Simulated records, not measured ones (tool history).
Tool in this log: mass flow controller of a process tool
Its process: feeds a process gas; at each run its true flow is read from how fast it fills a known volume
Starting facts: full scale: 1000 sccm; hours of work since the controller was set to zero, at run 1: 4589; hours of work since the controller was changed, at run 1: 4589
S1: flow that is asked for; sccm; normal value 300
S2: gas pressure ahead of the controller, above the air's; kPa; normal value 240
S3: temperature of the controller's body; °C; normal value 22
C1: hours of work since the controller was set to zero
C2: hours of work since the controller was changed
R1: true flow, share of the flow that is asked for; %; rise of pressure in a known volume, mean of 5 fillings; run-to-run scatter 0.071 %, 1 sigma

run,hour,S1,S2,S3,C1,C2,R1
1,0.0,300,240,22,4589,4589,103.14
2,346.5,300,240,22,4721,4721,103.20
3,791.5,300,145,22,4892,4892,103.57
4,998.9,300,145,22,4971,4971,103.61
5,1292.1,300,145,22,5083,5083,103.71
# hour 1354.9: controller's zero set anew
6,1663.2,300,145,22,118,5225,104.21
7,2023.1,300,145,22,255,5362,104.22
8,2394.2,300,145,22,397,5504,104.37
9,2819.7,300,240,22,560,5667,104.03
10,3196.6,300,240,22,704,5811,104.22
# hour 3491.8: controller's zero set anew, once more
11,3523.1,300,240,40,12,5935,101.10
12,3954.4,998,240,22,177,6100,102.92
13,4435.6,300,240,21,361,6284,102.64
14,4798.4,300,201,22,499,6423,102.84
15,5107.0,300,201,22,617,6541,103.10
16,5454.1,163,240,22,750,6673,103.18
17,5716.8,163,240,22,850,6774,103.25
18,6203.9,300,240,22,1037,6960,103.18
19,6480.4,300,240,22,1142,7066,103.17
20,6917.8,300,240,22,1310,7233,103.37
21,7292.0,300,240,30,1453,7376,102.74
22,7676.7,128,240,30,1600,7523,103.47
23,8152.9,300,240,37,1782,7705,102.53
24,8542.1,111,240,21,1930,7854,104.73
25,8946.7,610,177,32,2085,8008,103.14
26,9245.8,122,154,34,2199,8123,104.08
27,9460.6,900,179,28,2281,8205,103.50
28,9888.5,300,274,30,2445,8368,103.24
29,10164.5,790,146,24,2551,8474,104.09
30,10490.9,790,146,24,2675,8599,104.12
31,10775.3,790,146,24,2784,8707,104.10
32,11135.2,893,263,34,2922,8845,103.03
33,11397.8,300,175,22,3022,8945,104.66
34,11699.0,300,218,28,3137,9060,104.05
35,11994.5,300,218,28,3250,9173,104.15
36,12333.5,300,218,28,3380,9303,104.28
37,12537.1,232,233,31,3457,9381,104.18
38,12862.8,169,218,25,3582,9505,105.32
39,13076.6,300,158,35,3664,9587,104.13
40,13527.1,412,146,30,3836,9759,104.30
41,13843.3,412,146,30,3957,9880,104.45
42,14212.5,412,174,25,4098,10021,104.83
43,14645.6,182,180,22,4263,10187,106.16
44,14885.7,182,178,22,4355,10279,106.12

Some steps in R1 between neighbouring runs. How much of each would the tool show without its hidden state too (settings, what came in, random variation), and how much is left for the hidden state, with any gauge scatter that isn't in both results?
Hidden state at play: flow at rest that the sensor doesn't see, % of full scale; true flow over the shown one, %; drift of the gauge itself on true_pct, %.
Run 10 -> 11: S3 22 -> 40, controller's zero set anew, once more. R1 -3.12 %: hidden state -1.65, all else -1.47.
Run 11 -> 12: S1 300 -> 998, S3 40 -> 22. R1 +1.82 %: hidden state -0.02, all else +1.84.
Run 23 -> 24: S1 300 -> 111, S3 37 -> 21. R1 +2.20 %: hidden state +1.06, all else +1.14.
Run 25 -> 26: S1 610 -> 122, S2 177 -> 154, S3 32 -> 34. R1 +0.94 %: hidden state +1.29, all else -0.35.
Run 26 -> 27: S1 122 -> 900, S2 154 -> 179, S3 34 -> 28. R1 -0.58 %: hidden state -1.30, all else +0.72.

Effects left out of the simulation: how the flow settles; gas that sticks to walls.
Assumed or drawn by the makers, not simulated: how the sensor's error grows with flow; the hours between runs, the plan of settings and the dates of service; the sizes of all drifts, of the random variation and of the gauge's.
